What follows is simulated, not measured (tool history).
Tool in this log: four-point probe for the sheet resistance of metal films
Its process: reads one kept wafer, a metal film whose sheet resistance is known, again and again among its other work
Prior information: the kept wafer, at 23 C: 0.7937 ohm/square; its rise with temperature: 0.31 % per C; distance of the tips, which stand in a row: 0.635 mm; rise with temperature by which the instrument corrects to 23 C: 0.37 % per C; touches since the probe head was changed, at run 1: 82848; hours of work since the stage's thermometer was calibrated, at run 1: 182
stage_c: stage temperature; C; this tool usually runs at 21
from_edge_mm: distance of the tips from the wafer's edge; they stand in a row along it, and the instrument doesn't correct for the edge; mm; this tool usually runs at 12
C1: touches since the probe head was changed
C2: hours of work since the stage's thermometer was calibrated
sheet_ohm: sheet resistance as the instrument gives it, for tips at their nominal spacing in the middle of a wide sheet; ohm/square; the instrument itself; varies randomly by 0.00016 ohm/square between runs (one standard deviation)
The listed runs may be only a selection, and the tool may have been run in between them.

run 1 hour=0.0 | stage_c=21 from_edge_mm=12 | C1=82848 C2=182 | sheet_ohm=0.808686
run 2 hour=52.4 | stage_c=21 from_edge_mm=15 | C1=84447 C2=206 | sheet_ohm=0.808586
run 3 hour=88.8 | stage_c=21 from_edge_mm=11 | C1=85556 C2=223 | sheet_ohm=0.809193
-- hour=105.0 new probe head fitted
run 4 hour=149.8 | stage_c=21 from_edge_mm=11 | C1=1367 C2=250 | sheet_ohm=0.798709
run 5 hour=183.9 | stage_c=21 from_edge_mm=11 | C1=2408 C2=266 | sheet_ohm=0.798997
run 6 hour=230.1 | stage_c=21 from_edge_mm=11 | C1=3818 C2=287 | sheet_ohm=0.799412
run 7 hour=273.2 | stage_c=28 from_edge_mm=7 | C1=5131 C2=306 | sheet_ohm=0.798250
run 8 hour=333.4 | stage_c=28 from_edge_mm=7 | C1=6969 C2=334 | sheet_ohm=0.798324
run 9 hour=372.7 | stage_c=34 from_edge_mm=50 | C1=8168 C2=352 | sheet_ohm=0.792959
run 10 hour=413.4 | stage_c=26 from_edge_mm=48 | C1=9409 C2=371 | sheet_ohm=0.796163
run 11 hour=448.2 | stage_c=27 from_edge_mm=16 | C1=10471 C2=387 | sheet_ohm=0.796801

4 options for the next run, each taken on its own from the tool as it stands now. Forecast them:
run A hour=515.8 | stage_c=21 from_edge_mm=29 | C1=12532 C2=417 | sheet_ohm=?
run B hour=515.8 | stage_c=21 from_edge_mm=12 | C1=12532 C2=417 | sheet_ohm=?
run C hour=515.8 | stage_c=26 from_edge_mm=4 | C1=12532 C2=417 | sheet_ohm=?
run D hour=515.8 | stage_c=21 from_edge_mm=16 | C1=12532 C2=417 | sheet_ohm=?

run=A sheet_ohm=0.799051
run=B sheet_ohm=0.800272
run=C sheet_ohm=0.807005
run=D sheet_ohm=0.799706
With no hidden state in the tool, these same runs would have given:
run=A sheet_ohm=0.794738
run=B sheet_ohm=0.795954
run=C sheet_ohm=0.802650
run=D sheet_ohm=0.795390

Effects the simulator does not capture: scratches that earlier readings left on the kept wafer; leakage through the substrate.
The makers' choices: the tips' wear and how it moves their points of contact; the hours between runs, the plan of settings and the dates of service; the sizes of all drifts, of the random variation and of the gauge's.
